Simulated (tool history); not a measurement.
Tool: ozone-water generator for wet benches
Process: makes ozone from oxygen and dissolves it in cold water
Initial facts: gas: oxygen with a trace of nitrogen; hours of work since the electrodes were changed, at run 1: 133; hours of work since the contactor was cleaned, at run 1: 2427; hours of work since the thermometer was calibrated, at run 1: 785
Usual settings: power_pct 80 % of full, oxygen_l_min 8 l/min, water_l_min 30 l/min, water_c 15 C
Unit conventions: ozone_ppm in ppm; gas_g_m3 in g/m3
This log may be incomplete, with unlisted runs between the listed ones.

run   hour  power_pct  oxygen_l_min  water_l_min  water_c  hours of work since the electrodes were changed  hours of work since the contactor was cleaned  hours of work since the thermometer was calibrated  ozone_ppm  gas_g_m3
  1      0         80             8           30       15                                              133                                           2427                                                 785       16.4     182.7
  2   38.2         80             8           30       15                                              160                                           2453                                                 812       16.5     182.6
  3   73.1         80             8           23       15                                              184                                           2478                                                 836       20.4     182.6
  4  130.9         80             8           23       15                                              224                                           2518                                                 876       20.8     180.3
  5  154.6         80             8           23       15                                              241                                           2534                                                 893       20.5     182.5
  6  205.5         80             8           30       15                                              276                                           2569                                                 928       16.3     182.3
  7  235.5         80             8           30       15                                              297                                           2590                                                 949       16.5     181.4
  8  263.8         80             8           30       15                                              316                                           2610                                                 968       16.2     180.7
  9    304         80             8           30       15                                              344                                           2638                                                 996       16.3     182.2
 10  353.1         80             8           30       15                                              378                                           2672                                                1030       16.2     181.8
 11  401.7         80             8           30       15                                              412                                           2706                                                1064       16.2     181.7
 12  458.4         80             8           30       15                                              451                                           2745                                                1103       16.1     179.5
 13  509.6         53          5.14           24        8                                              487                                           2780                                                1139       14.4     156.4
 14  545.7         53          5.14           24        8                                              512                                           2805                                                1164       14.3     156.4
 15  591.5         52          5.23           42        8                                              544                                           2837                                                1196        7.6     152.8
 16  647.2         80          7.28           20       15                                              582                                           2876                                                1234       22.9     188.4
 17  673.1         80          7.28           20       15                                              600                                           2894                                                1252       22.5     187.9
 18  710.2         96          7.28           30       11                                              626                                           2920                                                1278       19.3     216.4
 19  759.7         69             8           30       22                                              660                                           2954                                                1313       13.2     161.9
 20    790         90             8           30       10                                              681                                           2975                                                1334       18.9     199.3
 21  815.7         90             8           30       10                                              699                                           2993                                                1351         19     199.6
 22  841.3         91             8           30       10                                              717                                           3011                                                1369       19.3     201.4
 23  879.6         91          4.79           34       13                                              744                                           3037                                                1396       14.4       246
 24  921.4         80          7.28           21       15                                              773                                           3066                                                1425         22     186.5

Branching from run 24: 3 alternative next runs. What would each branch give?
  A  977.7         54          4.07           30       10                                              812                                           3105                                                1464          ?         ?
  B  977.7         44          7.28           21       15                                              812                                           3105                                                1464          ?         ?
  C  977.7         63          8.63           21       15                                              812                                           3105                                                1464          ?         ?

run  ozone_ppm  gas_g_m3
  A       10.4     172.7
  B       13.7     116.9
  C       18.4     147.3
Had the tool no hidden state, the same runs would have come out as:
run  ozone_ppm  gas_g_m3
  A       10.4     172.7
  B       13.7     116.9
  C       18.4     147.3
